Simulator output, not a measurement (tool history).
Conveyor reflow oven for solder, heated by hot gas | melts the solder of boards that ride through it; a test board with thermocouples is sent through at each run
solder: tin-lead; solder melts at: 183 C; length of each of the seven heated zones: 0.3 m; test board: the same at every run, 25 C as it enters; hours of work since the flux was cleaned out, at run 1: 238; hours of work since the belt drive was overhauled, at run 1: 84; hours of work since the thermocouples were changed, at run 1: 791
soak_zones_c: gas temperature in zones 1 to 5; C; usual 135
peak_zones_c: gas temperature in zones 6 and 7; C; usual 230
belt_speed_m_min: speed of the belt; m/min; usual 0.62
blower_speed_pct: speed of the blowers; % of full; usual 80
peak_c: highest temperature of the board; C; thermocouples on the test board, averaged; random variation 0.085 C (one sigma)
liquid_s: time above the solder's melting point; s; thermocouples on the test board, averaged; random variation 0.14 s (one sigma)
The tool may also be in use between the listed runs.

run	hour	soak_zones_c	peak_zones_c	belt_speed_m_min	blower_speed_pct	hours of work since the flux was cleaned out	hours of work since the belt drive was overhauled	hours of work since the thermocouples were changed	peak_c	liquid_s
1	0	135	230	0.62	80	238	84	791	217.14	43.2
2	13.6	135	230	0.587	80	247	93	800	218.83	46.6
3	26.7	135	230	0.587	80	256	102	809	218.51	46.7
4	41.1	135	230	0.587	80	265	111	818	218.74	46.8
5	53.5	135	230	0.587	80	274	119	826	218.74	46.8
6	60.9	135	230	0.587	80	279	124	831	218.37	46.8
7	73.9	135	230	0.511	80	287	133	840	222.15	56.8
8	84.7	135	230	0.511	80	294	140	847	222.04	56.7
9	92.7	135	234	0.511	80	299	145	852	225.76	58.7
10	100.9	149	234	0.511	80	305	150	858	227.32	63.8
# hour 110.5: thermocouples of zones 6 and 7 changed
11	116.1	149	234	0.511	80	313	159	4	225.08	62.7
12	122.4	145	230	0.62	80	318	163	8	216.53	45.4
13	130.7	145	230	0.62	80	323	169	13	216.4	45.5
14	143.4	145	230	0.62	80	331	177	22	216.42	45.3
15	154.1	145	230	0.62	80	339	184	29	216.38	45.6
16	162.2	135	242	0.603	80	344	189	34	226.31	49
17	171	135	242	0.603	80	350	195	40	226.33	49.1
18	177.3	135	226	0.682	59	354	199	44	204.64	29.6
19	187.8	140	223	0.631	78	361	206	51	208.77	38.4
20	195.5	140	223	0.631	78	366	211	56	208.67	38.1
21	202.5	130	230	0.51	53	370	216	61	215.41	49.8
22	215.6	130	230	0.51	53	379	225	69	215.31	50.1
23	226.6	121	232	0.611	64	386	232	76	211.88	36.4
24	237.1	123	230	0.603	80	393	239	83	213.5	39.5
25	243.1	141	230	0.637	80	397	243	87	214.94	42.2
26	251.8	141	230	0.637	55	403	248	93	210.45	38.5
27	262.4	141	230	0.637	55	410	255	100	210.68	38.3
28	276.2	141	230	0.637	55	419	264	109	210.71	38.6
29	286.7	142	230	0.62	73	426	271	116	214.63	43.6
30	299.2	145	230	0.62	64	434	280	124	214.05	43.6

Measured less the same run without the tool's hidden state. The same run-to-run variation is in both; the gauge's scatter may not be:
The hidden state here: heat that the gas passes to the board, % of a clean oven's; belt's true speed, % of the reading; true gas temperature in zones 6 and 7 over the reading, C; drift of the gauge itself on peak_c, C; drift of the gauge itself on liquid_s, %.
run	peak_c	liquid_s
1	+0.47	+0.1
2	+0.55	+0.1
3	+0.53	+0.2
4	+0.51	+0.2
5	+0.49	+0.2
6	+0.47	+0.2
7	+0.75	+0.3
8	+0.73	+0.3
9	+0.7	+0.3
10	+0.85	+0.5
11	-1.3	-0.5
12	-1.61	-0.9
13	-1.63	-1
14	-1.64	-1
15	-1.65	-0.9
16	-1.92	-0.8
17	-1.94	-0.7
18	-1.84	-1.6
19	-1.71	-1.4
20	-1.73	-1.4
21	-1.47	-1.1
22	-1.48	-1.1
23	-2.08	-1.5
24	-2.12	-1.5
25	-1.91	-1.2
26	-1.74	-1.3
27	-1.76	-1.3
28	-1.77	-1.3
29	-1.87	-1.1
30	-1.76	-1.1
